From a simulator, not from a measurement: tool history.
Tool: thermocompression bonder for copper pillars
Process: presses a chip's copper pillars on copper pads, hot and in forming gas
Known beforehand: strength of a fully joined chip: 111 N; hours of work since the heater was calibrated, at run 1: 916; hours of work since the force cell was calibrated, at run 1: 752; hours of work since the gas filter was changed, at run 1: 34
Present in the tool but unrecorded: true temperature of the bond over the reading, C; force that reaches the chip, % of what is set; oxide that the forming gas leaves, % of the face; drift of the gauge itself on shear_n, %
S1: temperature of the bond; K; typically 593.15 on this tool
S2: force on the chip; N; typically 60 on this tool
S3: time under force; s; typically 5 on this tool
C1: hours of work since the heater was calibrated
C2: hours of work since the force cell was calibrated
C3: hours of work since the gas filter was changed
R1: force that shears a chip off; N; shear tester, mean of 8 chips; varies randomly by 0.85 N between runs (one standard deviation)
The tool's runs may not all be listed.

run	hour	S1	S2	S3	C1	C2	C3	R1
1	0	593.15	60	5	916	752	34	66.5
2	21	593.15	60	5	931	767	49	67.9
3	40.9	593.15	60	5	946	782	64	68.2
# hour 52.7: heater calibrated with a thermocouple chip
4	62.9	593.15	60	5	7	796	78	68.4
5	91	593.15	60	3	27	816	98	58
6	103.1	593.15	85	3	36	825	107	70.3
# hour 108: forming gas filter changed
7	120.9	568.15	85	3	49	837	9	57.8
8	143.1	581.15	85	3	64	853	25	65.6
9	159.3	622.15	55	10	76	865	37	92.3
10	183.9	578.15	72	5	94	882	54	68
11	197.6	578.15	72	5	103	892	64	69.2
12	210.5	578.15	72	5	113	901	73	67.5
13	226.2	622.15	72	10	124	913	85	97.8
14	240.1	567.15	38	5	134	923	95	42.9
15	255.6	567.15	38	5	145	934	106	41.7

Take each entry between the runs: how does the hidden state at the last listed run before it differ from the hidden state at the first listed run after it?
From run 3 to run 4: heater calibrated with a thermocouple chip (hour 52.7)
  true temperature of the bond over the reading, C: 0.5 -> 0; oxide that the forming gas leaves, % of the face: 0.81 -> 0.88
From run 6 to run 7: forming gas filter changed (hour 108)
  oxide that the forming gas leaves, % of the face: 1.02 -> 0.55

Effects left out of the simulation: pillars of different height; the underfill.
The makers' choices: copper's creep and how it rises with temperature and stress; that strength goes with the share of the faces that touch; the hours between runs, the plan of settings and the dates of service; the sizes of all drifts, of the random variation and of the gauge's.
